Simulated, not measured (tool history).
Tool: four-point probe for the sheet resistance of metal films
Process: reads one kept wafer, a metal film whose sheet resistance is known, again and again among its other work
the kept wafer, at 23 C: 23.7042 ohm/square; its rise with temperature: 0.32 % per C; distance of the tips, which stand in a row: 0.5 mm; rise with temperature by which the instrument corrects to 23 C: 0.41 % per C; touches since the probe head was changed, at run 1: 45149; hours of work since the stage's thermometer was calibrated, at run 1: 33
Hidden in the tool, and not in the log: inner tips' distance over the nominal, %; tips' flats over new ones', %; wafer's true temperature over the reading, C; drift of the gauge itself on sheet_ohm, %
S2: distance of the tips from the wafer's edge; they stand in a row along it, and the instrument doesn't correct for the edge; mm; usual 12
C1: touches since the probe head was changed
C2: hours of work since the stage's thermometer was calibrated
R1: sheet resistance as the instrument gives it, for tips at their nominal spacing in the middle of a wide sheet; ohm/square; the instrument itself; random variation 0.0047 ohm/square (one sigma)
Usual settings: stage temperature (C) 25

Run 1, day 0: usual settings; C1 45149; C2 33. Result: R1 23.696899 ohm/square.
Run 2, day 3.429: usual settings; C1 47116; C2 89. Result: R1 23.689545 ohm/square.
Run 3, day 7.542: usual settings; C1 49474; C2 158. Result: R1 23.686532 ohm/square.
Run 4, day 11.104: usual settings; C1 51517; C2 217. Result: R1 23.688612 ohm/square.
Run 5, day 14.433: usual settings; C1 53426; C2 272. Result: R1 23.68466 ohm/square.
Run 6, day 16.717: usual settings; C1 54735; C2 310. Result: R1 23.684332 ohm/square.
Run 7, day 20.525: usual settings; C1 56920; C2 373. Result: R1 23.680744 ohm/square.
Run 8, day 23.558: usual settings but stage temperature (C) 18; C1 58658; C2 423. Result: R1 23.839407 ohm/square.
Run 9, day 25.588: usual settings but stage temperature (C) 18; C1 59824; C2 457. Result: R1 23.840889 ohm/square.
Run 10, day 28.75: usual settings; C1 61636; C2 509. Result: R1 23.675096 ohm/square.
Run 11, day 31.367: usual settings but stage temperature (C) 34; C1 63138; C2 553. Result: R1 23.493903 ohm/square.
Run 12, day 34.95: usual settings but stage temperature (C) 34; C1 65191; C2 612. Result: R1 23.482769 ohm/square.
Run 13, day 37.883: usual settings but stage temperature (C) 34; C1 66874; C2 661. Result: R1 23.483018 ohm/square.
Run 14, day 41.55: usual settings but stage temperature (C) 21; C1 68978; C2 721. Result: R1 23.75458 ohm/square.
Run 15, day 45.129: usual settings; C1 71030; C2 781. Result: R1 23.664213 ohm/square.
Run 16, day 47.1: usual settings; C1 72160; C2 813. Result: R1 23.665416 ohm/square.
Run 17, day 50.733: usual settings; C1 74244; C2 874. Result: R1 23.655907 ohm/square.
At day 51.15: stage's thermometer calibrated.
Run 18, day 53.229: usual settings; C1 75662; C2 34. Result: R1 23.650449 ohm/square.
Run 19, day 57.062: usual settings; C1 77861; C2 98. Result: R1 23.637316 ohm/square.
Run 20, day 59.142: usual settings but S2 43 mm; C1 79054; C2 133. Result: R1 23.616339 ohm/square.
Run 21, day 61.575: usual settings but S2 8 mm; C1 80449; C2 173. Result: R1 23.675526 ohm/square.
Run 22, day 64.458: usual settings but stage temperature (C) 22; C1 82103; C2 221. Result: R1 23.703495 ohm/square.
At day 67.554: stage's thermometer calibrated, once more.
Run 23, day 68.475: usual settings but stage temperature (C) 22; C1 84394; C2 15. Result: R1 23.748838 ohm/square.
Run 24, day 71.65: usual settings but S2 5 mm; C1 86215; C2 68. Result: R1 23.776385 ohm/square.
Run 25, day 75.35: usual settings but stage temperature (C) 35, S2 18 mm; C1 88338; C2 129. Result: R1 23.449622 ohm/square.
Run 26, day 78.617: usual settings but stage temperature (C) 35, S2 18 mm; C1 90210; C2 183. Result: R1 23.459314 ohm/square.
Run 27, day 82.75: usual settings but stage temperature (C) 35, S2 18 mm; C1 92580; C2 252. Result: R1 23.453173 ohm/square.
Run 28, day 85.696: usual settings; C1 94269; C2 301. Result: R1 23.670621 ohm/square.
Run 29, day 88.762: usual settings but stage temperature (C) 20, S2 4 mm; C1 96028; C2 351. Result: R1 23.956183 ohm/square.
Run 30, day 90.962: usual settings but stage temperature (C) 28, S2 52 mm; C1 97291; C2 388. Result: R1 23.574501 ohm/square.
Run 31, day 94.438: usual settings but stage temperature (C) 28, S2 7 mm; C1 99284; C2 446. Result: R1 23.639504 ohm/square.
Run 32, day 96.8: usual settings but stage temperature (C) 28, S2 7 mm; C1 100637; C2 485. Result: R1 23.642612 ohm/square.
Run 33, day 100.438: usual settings but stage temperature (C) 28, S2 7 mm; C1 102725; C2 545. Result: R1 23.635876 ohm/square.
Run 34, day 104.104: usual settings but stage temperature (C) 26, S2 11 mm; C1 104828; C2 606. Result: R1 23.640506 ohm/square.
Run 35, day 108.275: usual settings but stage temperature (C) 21, S2 15 mm; C1 107219; C2 675. Result: R1 23.725575 ohm/square.
Run 36, day 112.408: usual settings but stage temperature (C) 23, S2 48 mm; C1 109590; C2 743. Result: R1 23.674183 ohm/square.
Run 37, day 114.329: usual settings but stage temperature (C) 23, S2 48 mm; C1 110691; C2 775. Result: R1 23.664128 ohm/square.
Run 38, day 116.858: usual settings but stage temperature (C) 19, S2 48 mm; C1 112142; C2 817. Result: R1 23.757329 ohm/square.
Run 39, day 118.792: usual settings but stage temperature (C) 35, S2 67 mm; C1 113251; C2 849. Result: R1 23.411778 ohm/square.
Run 40, day 121.792: usual settings but stage temperature (C) 35, S2 67 mm; C1 114971; C2 899. Result: R1 23.417463 ohm/square.
Run 41, day 125.8: usual settings but stage temperature (C) 19; C1 117268; C2 965. Result: R1 23.782541 ohm/square.
Run 42, day 129.175: usual settings but stage temperature (C) 19; C1 119205; C2 1021. Result: R1 23.769981 ohm/square.
Run 43, day 131.821: usual settings but stage temperature (C) 19; C1 120722; C2 1065. Result: R1 23.779795 ohm/square.
Run 44, day 133.754: usual settings but stage temperature (C) 19; C1 121831; C2 1097. Result: R1 23.767744 ohm/square.
Run 45, day 135.875: usual settings but stage temperature (C) 31, S2 69 mm; C1 123046; C2 1132. Result: R1 23.476361 ohm/square.

3 ways to go on from here, each from the tool as it stands after run 45. What would each give?
Run A, day 137.717: usual settings but stage temperature (C) 31; C1 124103; C2 1163. Result: R1 ?.
Run B, day 137.717: usual settings but stage temperature (C) 28, S2 7 mm; C1 124103; C2 1163. Result: R1 ?.
Run C, day 137.717: usual settings but S2 10 mm; C1 124103; C2 1163. Result: R1 ?.

run         R1
  A  23.502589
  B  23.621205
  C  23.640666
Without the tool's hidden state the same runs would have given:
run         R1
  A  23.554269
  B  23.673258
  C  23.692885
